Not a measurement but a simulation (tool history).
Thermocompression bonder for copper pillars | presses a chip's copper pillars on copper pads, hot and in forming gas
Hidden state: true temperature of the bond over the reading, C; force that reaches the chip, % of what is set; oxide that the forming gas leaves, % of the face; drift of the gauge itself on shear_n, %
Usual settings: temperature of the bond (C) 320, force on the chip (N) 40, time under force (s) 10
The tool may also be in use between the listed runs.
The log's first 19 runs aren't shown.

run    hour  temperature of the bond (C)  force on the chip (N)  time under force (s)  hours of work since the heater was calibrated  hours of work since the force cell was calibrated  hours of work since the gas filter was changed  force that shears a chip off (N)
 20   703.9                          291                     25                     7                                             37                                                112                                              89                              26.5
 21   751.6                          297                     27                     5                                             61                                                136                                             114                              27.2
 22   795.1                          320                     51                    10                                             83                                                158                                             136                              73.2
 23   838.1                          320                     40                    19                                            105                                                180                                             158                              71.7
 24   859.3                          300                     27                     8                                            116                                                191                                             169                              33.7
      866.1  -- heater calibrated with a thermocouple chip, once more
 25   898.8                          310                     40                    25                                             17                                                210                                             188                              66.8
 26   928.1                          318                     40                     9                                             32                                                225                                             203                              56.1
 27   959.4                          309                     44                     9                                             48                                                241                                             219                              55.9
 28  1009.9                          292                     28                    10                                             73                                                267                                             244                              30.5
 29  1052.3                          292                     38                    13                                             95                                                288                                             266                              44.8
 30  1093.1                          342                     31                     6                                            116                                                309                                             287                              48.5

4 ways to go on from here, each from the tool as it stands after run 30. What would each give?
  A  1120.1                          301                     54                    24                                            130                                                323                                             300                                 ?
  B  1120.1                          342                     29                     7                                            130                                                323                                             300                                 ?
  C  1120.1                          342                     31                    14                                            130                                                323                                             300                                 ?
  D  1120.1                          350                     25                     6                                            130                                                323                                             300                                 ?

run  force that shears a chip off (N)
  A                              69.6
  B                              49.2
  C                              61.7
  D                              44.1
Without the tool's hidden state the same runs would have given:
run  force that shears a chip off (N)
  A                              78.7
  B                              55.8
  C                              69.8
  D                              50.2
